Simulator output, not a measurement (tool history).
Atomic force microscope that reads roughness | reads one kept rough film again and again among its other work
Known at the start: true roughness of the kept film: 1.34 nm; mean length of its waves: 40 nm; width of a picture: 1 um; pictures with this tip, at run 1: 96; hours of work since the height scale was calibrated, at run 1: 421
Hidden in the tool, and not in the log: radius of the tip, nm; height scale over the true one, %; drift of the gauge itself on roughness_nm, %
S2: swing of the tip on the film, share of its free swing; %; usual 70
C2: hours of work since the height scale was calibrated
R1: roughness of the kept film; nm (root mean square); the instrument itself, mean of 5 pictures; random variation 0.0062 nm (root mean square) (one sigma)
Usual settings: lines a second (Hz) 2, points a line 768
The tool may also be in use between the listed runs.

{"run": 1, "hour": 0.0, "lines a second (Hz)": 2, "S2": 70, "points a line": 768, "pictures with this tip": 96, "C2": 421, "R1": 1.114}
{"hour": 8.1, "done": "new tip fitted"}
{"run": 2, "hour": 45.7, "lines a second (Hz)": 2, "S2": 70, "points a line": 768, "pictures with this tip": 46, "C2": 440, "R1": 1.161}
{"hour": 96.9, "done": "new tip fitted"}
{"run": 3, "hour": 120.1, "lines a second (Hz)": 2, "S2": 70, "points a line": 577, "pictures with this tip": 28, "C2": 471, "R1": 1.167}
{"run": 4, "hour": 156.6, "lines a second (Hz)": 2, "S2": 70, "points a line": 768, "pictures with this tip": 72, "C2": 486, "R1": 1.129}
{"hour": 185.8, "done": "new tip fitted"}
{"run": 5, "hour": 209.4, "lines a second (Hz)": 2, "S2": 70, "points a line": 768, "pictures with this tip": 29, "C2": 507, "R1": 1.181}
{"hour": 272.9, "done": "new tip fitted"}
{"run": 6, "hour": 294.7, "lines a second (Hz)": 2, "S2": 70, "points a line": 268, "pictures with this tip": 26, "C2": 543, "R1": 1.157}
{"run": 7, "hour": 342.8, "lines a second (Hz)": 1.54, "S2": 59, "points a line": 755, "pictures with this tip": 84, "C2": 562, "R1": 1.195}
{"hour": 362.0, "done": "new tip fitted"}
{"run": 8, "hour": 392.6, "lines a second (Hz)": 1.54, "S2": 59, "points a line": 755, "pictures with this tip": 37, "C2": 583, "R1": 1.228}
{"run": 9, "hour": 447.1, "lines a second (Hz)": 0.83, "S2": 59, "points a line": 295, "pictures with this tip": 103, "C2": 605, "R1": 1.179}
{"hour": 453.7, "done": "new tip fitted"}
{"run": 10, "hour": 510.5, "lines a second (Hz)": 2, "S2": 62, "points a line": 768, "pictures with this tip": 68, "C2": 631, "R1": 1.171}
{"hour": 545.3, "done": "new tip fitted"}
{"run": 11, "hour": 568.1, "lines a second (Hz)": 1.11, "S2": 56, "points a line": 819, "pictures with this tip": 27, "C2": 655, "R1": 1.262}

The same runs without the tool's hidden state, with the same run-to-run variation:
run=1 R1=1.184
run=2 R1=1.193
run=3 R1=1.185
run=4 R1=1.182
run=5 R1=1.203
run=6 R1=1.174
run=7 R1=1.261
run=8 R1=1.26
run=9 R1=1.265
run=10 R1=1.222
run=11 R1=1.287
